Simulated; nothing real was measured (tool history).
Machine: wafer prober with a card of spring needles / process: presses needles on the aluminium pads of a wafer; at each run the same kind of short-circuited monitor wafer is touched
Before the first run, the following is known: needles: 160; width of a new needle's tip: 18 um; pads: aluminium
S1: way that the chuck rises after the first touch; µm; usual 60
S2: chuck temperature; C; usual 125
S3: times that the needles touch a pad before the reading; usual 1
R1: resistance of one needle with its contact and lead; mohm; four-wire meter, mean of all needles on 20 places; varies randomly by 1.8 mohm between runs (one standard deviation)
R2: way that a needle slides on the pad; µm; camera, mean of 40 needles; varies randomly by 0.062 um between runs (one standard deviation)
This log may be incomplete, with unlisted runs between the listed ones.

run	day	S1	S2	S3	R1	R2
1	0	60	125	1	210	13.45
# day 0.192: tips cleaned on abrasive film
# day 0.658: tips cleaned on abrasive film
2	0.879	60	125	1	210	13.4
# day 0.992: height of the first contact set anew
# day 1.096: tips cleaned on abrasive film
# day 1.592: tips cleaned on abrasive film
# day 1.992: tips cleaned on abrasive film
3	2.183	60	125	1	208	13.68
# day 2.458: tips cleaned on abrasive film
# day 2.892: tips cleaned on abrasive film
4	3.2	60	125	1	210	13.69
# day 3.304: tips cleaned on abrasive film
# day 3.771: tips cleaned on abrasive film
5	3.962	60	125	1	204	13.62
# day 4.25: tips cleaned on abrasive film
# day 4.65: tips cleaned on abrasive film
# day 5.15: tips cleaned on abrasive film
# day 5.55: tips cleaned on abrasive film
6	5.558	60	125	1	193	13.61
# day 6.038: tips cleaned on abrasive film
# day 6.521: tips cleaned on abrasive film
# day 6.962: tips cleaned on abrasive film
7	6.962	60	125	1	192	13.4
# day 7.154: height of the first contact set anew
# day 7.45: tips cleaned on abrasive film
# day 7.896: tips cleaned on abrasive film
8	8.258	60	125	1	210	13.81
# day 8.362: tips cleaned on abrasive film
# day 8.829: tips cleaned on abrasive film
# day 9.267: tips cleaned on abrasive film
9	9.267	60	125	1	194	13.7
# day 9.738: tips cleaned on abrasive film
# day 10.238: tips cleaned on abrasive film
# day 10.662: tips cleaned on abrasive film
10	10.796	60	125	1	208	13.56
# day 11.096: tips cleaned on abrasive film
# day 11.521: tips cleaned on abrasive film
11	11.521	60	125	2	192	13.54
# day 11.996: tips cleaned on abrasive film
# day 12.462: tips cleaned on abrasive film
# day 12.954: tips cleaned on abrasive film
12	13.2	41	125	2	222	9.12
# day 13.312: height of the first contact set anew
# day 13.412: tips cleaned on abrasive film
# day 13.871: tips cleaned on abrasive film
13	14.158	41	125	2	216	9.44
# day 14.358: tips cleaned on abrasive film
# day 14.758: tips cleaned on abrasive film
# day 15.158: tips cleaned on abrasive film
14	15.525	41	125	2	225	9.26
# day 15.629: tips cleaned on abrasive film
# day 16.117: tips cleaned on abrasive film
# day 16.517: tips cleaned on abrasive film
15	16.858	44	84	3	204	9.9
# day 16.962: tips cleaned on abrasive film
# day 17.392: tips cleaned on abrasive film
# day 17.871: tips cleaned on abrasive film
16	18.188	44	84	3	201	9.74
# day 18.292: tips cleaned on abrasive film
# day 18.692: tips cleaned on abrasive film
# day 19.162: tips cleaned on abrasive film
# day 19.438: height of the first contact set anew
17	19.438	75	38	2	184	17.2
# day 19.642: tips cleaned on abrasive film
# day 20.117: tips cleaned on abrasive film
18	20.329	75	54	2	183	17.28
# day 20.612: tips cleaned on abrasive film
# day 21.071: tips cleaned on abrasive film
# day 21.55: tips cleaned on abrasive film
19	21.646	41	90	3	199	9.28
# day 22.046: tips cleaned on abrasive film
# day 22.512: tips cleaned on abrasive film
20	22.512	41	90	3	193	9.14

Here are 5 independent what-if runs from the current tool condition. What would each one return?
# day 22.996: tips cleaned on abrasive film
# day 23.396: tips cleaned on abrasive film
A	23.571	41	106	1	?	?
# day 22.996: tips cleaned on abrasive film
# day 23.396: tips cleaned on abrasive film
B	23.571	46	125	1	?	?
# day 22.996: tips cleaned on abrasive film
# day 23.396: tips cleaned on abrasive film
C	23.571	66	69	2	?	?
# day 22.996: tips cleaned on abrasive film
# day 23.396: tips cleaned on abrasive film
D	23.571	63	73	2	?	?
# day 22.996: tips cleaned on abrasive film
# day 23.396: tips cleaned on abrasive film
E	23.571	41	90	2	?	?

run	R1	R2
A	234	9.19
B	227	10.28
C	188	14.88
D	192	14.21
E	215	9.29
What these runs would have given with no unlogged condition in the tool:
run	R1	R2
A	193	9.45
B	195	10.53
C	176	15.13
D	179	14.47
E	188	9.55

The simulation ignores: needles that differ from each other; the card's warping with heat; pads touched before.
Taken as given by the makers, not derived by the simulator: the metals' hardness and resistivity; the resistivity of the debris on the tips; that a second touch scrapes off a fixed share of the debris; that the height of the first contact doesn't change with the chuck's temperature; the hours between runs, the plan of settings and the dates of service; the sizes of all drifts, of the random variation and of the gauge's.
